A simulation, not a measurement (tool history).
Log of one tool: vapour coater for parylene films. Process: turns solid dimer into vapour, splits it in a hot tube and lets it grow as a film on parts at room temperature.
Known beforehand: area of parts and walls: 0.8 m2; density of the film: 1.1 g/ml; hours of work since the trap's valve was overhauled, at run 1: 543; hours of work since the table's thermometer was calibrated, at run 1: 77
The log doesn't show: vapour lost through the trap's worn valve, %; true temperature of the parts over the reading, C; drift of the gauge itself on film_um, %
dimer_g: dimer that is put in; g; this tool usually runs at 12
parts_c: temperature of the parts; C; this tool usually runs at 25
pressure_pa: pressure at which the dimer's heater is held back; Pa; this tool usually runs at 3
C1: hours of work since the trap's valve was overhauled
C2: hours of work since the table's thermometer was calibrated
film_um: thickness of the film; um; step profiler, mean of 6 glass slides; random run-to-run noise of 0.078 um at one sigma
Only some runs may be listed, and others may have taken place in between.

run 1 day=0 | dimer_g=12 parts_c=25 pressure_pa=3 | C1=543 C2=77 | film_um=9.61
run 2 day=0.804 | dimer_g=12 parts_c=25 pressure_pa=2.09 | C1=555 C2=89 | film_um=10.03
run 3 day=2.608 | dimer_g=12 parts_c=25 pressure_pa=3 | C1=582 C2=115 | film_um=9.68
run 4 day=3.871 | dimer_g=12 parts_c=25 pressure_pa=3 | C1=600 C2=134 | film_um=9.44
run 5 day=5.346 | dimer_g=6 parts_c=25 pressure_pa=3 | C1=622 C2=156 | film_um=4.7
run 6 day=6.25 | dimer_g=6 parts_c=25 pressure_pa=3 | C1=636 C2=169 | film_um=4.74
run 7 day=7.817 | dimer_g=6 parts_c=25 pressure_pa=3 | C1=659 C2=192 | film_um=4.67
-- day=8.412 trap's valve overhauled
run 8 day=8.867 | dimer_g=6 parts_c=25 pressure_pa=3 | C1=7 C2=205 | film_um=5.13
run 9 day=10.104 | dimer_g=6 parts_c=25 pressure_pa=3 | C1=25 C2=224 | film_um=5.06
run 10 day=11.571 | dimer_g=12 parts_c=25 pressure_pa=3 | C1=47 C2=245 | film_um=10.2
run 11 day=12.85 | dimer_g=12 parts_c=25 pressure_pa=3 | C1=66 C2=264 | film_um=10.08
run 12 day=13.933 | dimer_g=15 parts_c=36 pressure_pa=4.49 | C1=82 C2=280 | film_um=9.52
run 13 day=15.004 | dimer_g=15 parts_c=36 pressure_pa=4.49 | C1=97 C2=296 | film_um=9.38
run 14 day=16.462 | dimer_g=15 parts_c=36 pressure_pa=4.49 | C1=119 C2=318 | film_um=9.34
run 15 day=17.192 | dimer_g=15 parts_c=36 pressure_pa=4.49 | C1=130 C2=328 | film_um=9.31
run 16 day=18.271 | dimer_g=15 parts_c=23 pressure_pa=11.25 | C1=146 C2=344 | film_um=10.84
run 17 day=19.525 | dimer_g=21 parts_c=23 pressure_pa=3 | C1=164 C2=363 | film_um=18.41
run 18 day=20.479 | dimer_g=7 parts_c=25 pressure_pa=3 | C1=178 C2=377 | film_um=5.83
run 19 day=21.683 | dimer_g=7 parts_c=25 pressure_pa=3 | C1=196 C2=395 | film_um=5.76
run 20 day=23.475 | dimer_g=7 parts_c=25 pressure_pa=3 | C1=223 C2=421 | film_um=5.75
run 21 day=24.288 | dimer_g=7 parts_c=25 pressure_pa=3 | C1=235 C2=433 | film_um=5.9

What if the next run were any one of these 3? Each begins from the tool's condition after run 21:
run A day=25.038 | dimer_g=12 parts_c=25 pressure_pa=3.28 | C1=246 C2=444 | film_um=?
run B day=25.038 | dimer_g=6 parts_c=25 pressure_pa=3 | C1=246 C2=444 | film_um=?
run C day=25.038 | dimer_g=9 parts_c=25 pressure_pa=3 | C1=246 C2=444 | film_um=?

run=A film_um=9.88
run=B film_um=4.96
run=C film_um=7.4
Without the tool's unlogged condition, the same runs would have read:
run=A film_um=10.34
run=B film_um=5.2
run=C film_um=7.75
